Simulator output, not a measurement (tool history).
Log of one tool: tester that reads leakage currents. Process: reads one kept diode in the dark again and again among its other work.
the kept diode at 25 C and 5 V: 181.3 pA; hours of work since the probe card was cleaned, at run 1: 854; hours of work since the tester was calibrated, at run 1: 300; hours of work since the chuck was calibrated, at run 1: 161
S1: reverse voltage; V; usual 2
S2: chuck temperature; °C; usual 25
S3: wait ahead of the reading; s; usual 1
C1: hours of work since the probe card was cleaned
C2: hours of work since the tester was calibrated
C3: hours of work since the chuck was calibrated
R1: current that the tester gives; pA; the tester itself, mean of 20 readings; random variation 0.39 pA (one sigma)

run    hour     S1  S2    S3    C1    C2   C3      R1
  1       0      2  25     1   854   300  161  129.96
  2     197      2  25  7.15   953   400  261  129.88
  3   425.2      2  31     1  1069   516  376  222.66
  4   567.2      2  31     1  1141   588  448  221.83
  5   705.1      2  31     1  1211   657  518  221.61
      786.6  -- chuck's temperature calibrated
  6     946      2  25     1  1332   779   81   130.1
  7  1176.7      2  25     1  1449   895  198  129.93
  8  1387.6      2  25     1  1556  1002  305  129.99
  9    1556      2  25     1  1641  1088  390  129.71
 10  1658.4   8.58  25     1  1693  1140  442  222.43
 11  1861.5   8.58  25     1  1796  1242  545  221.42
     1899.4  -- chuck's temperature calibrated
 12  2082.6   8.58  25     1  1907  1353   93  221.61
 13  2281.7  12.96  33  4.69  2008  1454  194  521.47

4 ways to go on from here, each from the tool as it stands after run 13. What would each give?
  A  2383.4   1.55  38     1  2059  1506  245   ?
  B  2383.4  12.96  31  4.69  2059  1506  245   ?
  C  2383.4      2  34  0.43  2059  1506  245   ?
  D  2383.4  18.13  49  1.06  2059  1506  245   ?

run       R1
  A   367.18
  B   438.72
  C   287.55
  D  2186.99
Without the tool's hidden state the same runs would have given:
run       R1
  A   367.52
  B   438.99
  C   287.82
  D  2188.79
